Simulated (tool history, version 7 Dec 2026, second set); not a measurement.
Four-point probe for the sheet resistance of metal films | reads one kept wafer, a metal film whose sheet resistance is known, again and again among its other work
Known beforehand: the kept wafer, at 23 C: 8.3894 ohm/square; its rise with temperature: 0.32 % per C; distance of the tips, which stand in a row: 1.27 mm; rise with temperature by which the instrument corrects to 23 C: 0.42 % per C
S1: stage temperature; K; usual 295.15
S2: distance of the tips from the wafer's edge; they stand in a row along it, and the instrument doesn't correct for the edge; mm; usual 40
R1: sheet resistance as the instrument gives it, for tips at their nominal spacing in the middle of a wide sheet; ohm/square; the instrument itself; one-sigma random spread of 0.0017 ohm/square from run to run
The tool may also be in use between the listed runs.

run	hour	S1	S2	R1
1	0.0	295.15	40	8.456349
2	27.9	295.15	40	8.456797
3	72.1	294.15	40	8.465731
4	98.4	295.15	40	8.460725
5	125.7	299.15	40	8.431256
6	153.7	295.15	43	8.460895
7	186.7	295.15	43	8.459824
8	209.7	295.15	43	8.462729
9	263.9	295.15	43	8.459989
10	304.6	295.15	43	8.461913
11	333.9	295.15	40	8.463499
# hour 339.3: stage's thermometer calibrated
12	382.0	295.15	4	8.895011
13	421.6	295.15	40	8.462355
# hour 437.5: stage's thermometer calibrated, once more
14	465.2	295.15	40	8.459178
15	495.6	295.15	40	8.456828
16	546.0	295.15	40	8.457005
17	575.4	295.15	40	8.460308
18	610.4	295.15	7	8.602142
19	639.9	295.15	7	8.602187
20	665.1	299.15	12	8.472548
21	712.5	297.15	14	8.475847
22	760.1	298.15	3	9.169732
23	797.7	302.15	10	8.474765
24	834.4	301.15	9	8.500004
25	858.4	298.15	4	8.865392
26	887.2	305.15	41	8.386334
27	936.8	303.15	4	8.826763

3 ways to go on from here, each from the tool as it stands after run 27. What would each give?
A	958.8	294.15	14	?
B	958.8	295.15	12	?
C	958.8	296.15	3	?

run	R1
A	8.503961
B	8.511252
C	9.188268
What these runs would have given with no unlogged condition in the tool:
run	R1
A	8.441828
B	8.449084
C	9.121608
